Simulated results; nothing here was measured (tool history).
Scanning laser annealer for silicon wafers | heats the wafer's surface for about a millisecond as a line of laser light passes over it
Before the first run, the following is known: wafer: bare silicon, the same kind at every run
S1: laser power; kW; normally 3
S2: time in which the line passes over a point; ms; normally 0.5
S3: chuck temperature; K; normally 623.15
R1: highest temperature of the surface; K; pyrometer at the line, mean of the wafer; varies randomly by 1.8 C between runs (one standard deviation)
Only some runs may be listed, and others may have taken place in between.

{"run": 1, "hour": 0.0, "S1": 3, "S2": 0.5, "S3": 623.15, "R1": 1343.15}
{"run": 2, "hour": 16.1, "S1": 3, "S2": 0.5, "S3": 623.15, "R1": 1339.15}
{"run": 3, "hour": 33.2, "S1": 3, "S2": 0.5, "S3": 623.15, "R1": 1341.15}
{"run": 4, "hour": 48.1, "S1": 3, "S2": 0.5, "S3": 623.15, "R1": 1339.15}
{"run": 5, "hour": 64.1, "S1": 3, "S2": 0.5, "S3": 623.15, "R1": 1342.15}
{"run": 6, "hour": 90.3, "S1": 3, "S2": 0.5, "S3": 623.15, "R1": 1340.15}
{"run": 7, "hour": 118.9, "S1": 3, "S2": 0.5, "S3": 623.15, "R1": 1341.15}
{"run": 8, "hour": 144.0, "S1": 3, "S2": 0.5, "S3": 623.15, "R1": 1344.15}
{"run": 9, "hour": 160.5, "S1": 3, "S2": 0.5, "S3": 623.15, "R1": 1340.15}
{"run": 10, "hour": 173.1, "S1": 3, "S2": 0.5, "S3": 623.15, "R1": 1344.15}
{"hour": 187.2, "done": "window over the wafer cleaned"}
{"run": 11, "hour": 202.2, "S1": 3.231, "S2": 0.577, "S3": 650.15, "R1": 1493.15}
{"run": 12, "hour": 224.0, "S1": 3.054, "S2": 0.461, "S3": 653.15, "R1": 1357.15}
{"run": 13, "hour": 251.1, "S1": 3.054, "S2": 0.461, "S3": 653.15, "R1": 1355.15}
{"run": 14, "hour": 273.6, "S1": 2.664, "S2": 0.461, "S3": 622.15, "R1": 1228.15}
{"run": 15, "hour": 301.6, "S1": 2.664, "S2": 0.461, "S3": 622.15, "R1": 1224.15}
{"run": 16, "hour": 328.5, "S1": 3, "S2": 0.516, "S3": 604.15, "R1": 1335.15}
{"run": 17, "hour": 354.6, "S1": 3.122, "S2": 0.551, "S3": 647.15, "R1": 1441.15}

Branching from run 17: 3 alternative next runs. What would each branch give?
{"run": "A", "hour": 379.5, "S1": 2.845, "S2": 0.414, "S3": 586.15, "R1": "?"}
{"run": "B", "hour": 379.5, "S1": 3, "S2": 0.411, "S3": 623.15, "R1": "?"}
{"run": "C", "hour": 379.5, "S1": 2.665, "S2": 0.551, "S3": 647.15, "R1": "?"}

run=A R1=1199.15
run=B R1=1272.15
run=C R1=1313.15
With no hidden state in the tool, these same runs would have given:
run=A R1=1199.15
run=B R1=1272.15
run=C R1=1313.15
